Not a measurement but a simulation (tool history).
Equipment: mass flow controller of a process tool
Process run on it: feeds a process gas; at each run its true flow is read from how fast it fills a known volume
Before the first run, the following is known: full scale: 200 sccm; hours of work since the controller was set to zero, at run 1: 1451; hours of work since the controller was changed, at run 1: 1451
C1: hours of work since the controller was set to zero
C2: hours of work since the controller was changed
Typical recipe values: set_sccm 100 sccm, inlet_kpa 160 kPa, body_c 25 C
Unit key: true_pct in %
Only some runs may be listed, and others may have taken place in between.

Run 1, hour 0.0: usual settings; C1 1451; C2 1451. Result: true_pct 98.61 %.
Run 2, hour 263.3: usual settings but body_c 28 C; C1 1571; C2 1571. Result: true_pct 98.79 %.
Run 3, hour 375.6: usual settings but set_sccm 34 sccm; C1 1622; C2 1622. Result: true_pct 97.92 %.
Run 4, hour 640.8: usual settings but set_sccm 34 sccm; C1 1743; C2 1743. Result: true_pct 97.77 %.
Run 5, hour 872.7: usual settings but set_sccm 34 sccm; C1 1848; C2 1848. Result: true_pct 97.99 %.
Run 6, hour 1019.1: usual settings but body_c 21 C; C1 1915; C2 1915. Result: true_pct 98.47 %.
Run 7, hour 1173.1: usual settings but body_c 21 C; C1 1985; C2 1985. Result: true_pct 98.42 %.
Run 8, hour 1393.7: usual settings but body_c 21 C; C1 2085; C2 2085. Result: true_pct 98.72 %.
Run 9, hour 1588.6: usual settings but body_c 21 C; C1 2174; C2 2174. Result: true_pct 98.77 %.
Run 10, hour 1751.9: usual settings; C1 2248; C2 2248. Result: true_pct 98.99 %.
Run 11, hour 1957.0: usual settings but body_c 22 C; C1 2342; C2 2342. Result: true_pct 98.97 %.
Run 12, hour 2103.9: usual settings but body_c 22 C; C1 2409; C2 2409. Result: true_pct 98.90 %.
Run 13, hour 2324.1: usual settings; C1 2509; C2 2509. Result: true_pct 99.28 %.
Run 14, hour 2528.5: usual settings but set_sccm 26 sccm; C1 2602; C2 2602. Result: true_pct 98.16 %.
Run 15, hour 2651.0: usual settings but body_c 35 C; C1 2658; C2 2658. Result: true_pct 99.88 %.
Run 16, hour 2772.4: usual settings but set_sccm 138 sccm; C1 2713; C2 2713. Result: true_pct 99.59 %.
Run 17, hour 2944.2: usual settings but set_sccm 138 sccm; C1 2791; C2 2791. Result: true_pct 99.88 %.
Run 18, hour 3159.0: usual settings but set_sccm 138 sccm; C1 2889; C2 2889. Result: true_pct 99.77 %.
Run 19, hour 3423.8: usual settings but set_sccm 138 sccm, body_c 24 C; C1 3009; C2 3009. Result: true_pct 99.86 %.
Run 20, hour 3589.2: usual settings but set_sccm 59 sccm, body_c 30 C; C1 3085; C2 3085. Result: true_pct 99.30 %.
Run 21, hour 3772.1: usual settings but inlet_kpa 169 kPa, body_c 20 C; C1 3168; C2 3168. Result: true_pct 99.18 %.
Run 22, hour 4005.9: usual settings but set_sccm 63 sccm, inlet_kpa 232 kPa, body_c 27 C; C1 3274; C2 3274. Result: true_pct 99.42 %.
Run 23, hour 4240.6: usual settings but set_sccm 90 sccm, inlet_kpa 174 kPa, body_c 36 C; C1 3381; C2 3381. Result: true_pct 100.33 %.
Run 24, hour 4481.0: usual settings but set_sccm 90 sccm, inlet_kpa 174 kPa, body_c 36 C; C1 3491; C2 3491. Result: true_pct 100.38 %.
Run 25, hour 4634.0: usual settings but set_sccm 46 sccm, body_c 37 C; C1 3560; C2 3560. Result: true_pct 99.92 %.
Run 26, hour 4744.5: usual settings but set_sccm 26 sccm, inlet_kpa 261 kPa, body_c 21 C; C1 3611; C2 3611. Result: true_pct 99.01 %.
Run 27, hour 4882.7: usual settings but set_sccm 26 sccm, inlet_kpa 261 kPa, body_c 21 C; C1 3673; C2 3673. Result: true_pct 99.05 %.
Run 28, hour 5060.5: usual settings but set_sccm 31 sccm, body_c 32 C; C1 3754; C2 3754. Result: true_pct 99.42 %.
Run 29, hour 5204.5: usual settings but set_sccm 31 sccm, body_c 32 C; C1 3820; C2 3820. Result: true_pct 99.37 %.
Run 30, hour 5455.4: usual settings but set_sccm 31 sccm, body_c 24 C; C1 3934; C2 3934. Result: true_pct 99.05 %.
Run 31, hour 5722.2: usual settings but set_sccm 31 sccm, body_c 24 C; C1 4056; C2 4056. Result: true_pct 99.10 %.
Run 32, hour 5952.6: usual settings but set_sccm 21 sccm, inlet_kpa 175 kPa, body_c 23 C; C1 4160; C2 4160. Result: true_pct 98.92 %.
Run 33, hour 6218.7: usual settings but set_sccm 21 sccm, inlet_kpa 175 kPa, body_c 23 C; C1 4282; C2 4282. Result: true_pct 99.02 %.
Run 34, hour 6420.0: usual settings but set_sccm 21 sccm, inlet_kpa 175 kPa, body_c 23 C; C1 4373; C2 4373. Result: true_pct 99.01 %.
At hour 6508.1: gauge calibrated.
Run 35, hour 6611.1: usual settings but set_sccm 21 sccm, inlet_kpa 175 kPa, body_c 23 C; C1 4460; C2 4460. Result: true_pct 97.48 %.
Run 36, hour 6806.5: usual settings but set_sccm 21 sccm, inlet_kpa 175 kPa, body_c 23 C; C1 4549; C2 4549. Result: true_pct 97.65 %.
Run 37, hour 7016.7: usual settings but set_sccm 79 sccm, inlet_kpa 201 kPa, body_c 39 C; C1 4645; C2 4645. Result: true_pct 99.50 %.
Run 38, hour 7217.5: usual settings but set_sccm 79 sccm, inlet_kpa 201 kPa, body_c 39 C; C1 4736; C2 4736. Result: true_pct 99.56 %.

What if the next run were any one of these 5? Each begins from the tool's condition after run 38:
Run A, hour 7462.7: usual settings but set_sccm 35 sccm, inlet_kpa 185 kPa, body_c 35 C; C1 4848; C2 4848. Result: true_pct ?.
Run B, hour 7462.7: usual settings but set_sccm 79 sccm, inlet_kpa 201 kPa, body_c 32 C; C1 4848; C2 4848. Result: true_pct ?.
Run C, hour 7462.7: usual settings but set_sccm 66 sccm, inlet_kpa 220 kPa, body_c 22 C; C1 4848; C2 4848. Result: true_pct ?.
Run D, hour 7462.7: usual settings but set_sccm 30 sccm, inlet_kpa 148 kPa, body_c 31 C; C1 4848; C2 4848. Result: true_pct ?.
Run E, hour 7462.7: usual settings but set_sccm 73 sccm, inlet_kpa 194 kPa; C1 4848; C2 4848. Result: true_pct ?.

run  true_pct
  A     98.84
  B     99.11
  C     98.37
  D     98.17
  E     98.56
Take away the tool's hidden state, keep each run's random variation, and the runs would have read:
run  true_pct
  A     98.62
  B     98.88
  C     98.15
  D     97.96
  E     98.33

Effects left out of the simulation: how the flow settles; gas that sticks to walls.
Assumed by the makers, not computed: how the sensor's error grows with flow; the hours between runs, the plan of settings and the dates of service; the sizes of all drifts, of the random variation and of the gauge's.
